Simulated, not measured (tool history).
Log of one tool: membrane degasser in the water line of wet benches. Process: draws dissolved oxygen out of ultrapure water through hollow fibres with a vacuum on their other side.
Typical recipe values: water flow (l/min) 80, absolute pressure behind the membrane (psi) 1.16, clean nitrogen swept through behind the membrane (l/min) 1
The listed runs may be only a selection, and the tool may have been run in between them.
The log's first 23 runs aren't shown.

run      day  water flow (l/min)  absolute pressure behind the membrane (psi)  clean nitrogen swept through behind the membrane (l/min)  dissolved oxygen in the water behind the degasser (ppb)  pressure that the water loses in the fibres (psi)
 24   87.883                  80                                        2.219                                                      0.88                                                   1535.2                                              4.508
 25   92.938                  80                                        1.382                                                      0.69                                                    986.3                                              4.499
 26   95.242                  80                                        1.382                                                      0.69                                                    989.9                                              4.496
 27     98.8                  80                                        1.382                                                      0.46                                                   1211.3                                              4.543
 28  101.658                  80                                        1.382                                                       0.8                                                    907.5                                              4.537
 29  106.083                  84                                        0.811                                                       0.8                                                    371.7                                              4.744
 30  110.829                  64                                        1.687                                                      0.64                                                   1174.5                                              3.643
 31  114.796                  93                                        0.973                                                      0.55                                                    692.8                                              5.311
 32  118.846                  92                                        2.535                                                      1.41                                                   1443.1                                              5.184

Each row is a separate what-if for the run after 32, all from the same tool condition, not one after another. Results?
  A  123.979                  92                                        1.736                                                      0.71                                                        ?                                                  ?
  B  123.979                  92                                         0.79                                                      1.49                                                        ?                                                  ?
  C  123.979                  92                                        2.535                                                       2.8                                                        ?                                                  ?

run  dissolved oxygen in the water behind the degasser (ppb)  pressure that the water loses in the fibres (psi)
  A                                                   1413.5                                              5.216
  B                                                    247.8                                               5.23
  C                                                      883                                              5.213
Had the tool no hidden state, the same runs would have come out as:
run  dissolved oxygen in the water behind the degasser (ppb)  pressure that the water loses in the fibres (psi)
  A                                                   1413.2                                              5.081
  B                                                    247.5                                              5.095
  C                                                    882.8                                              5.078
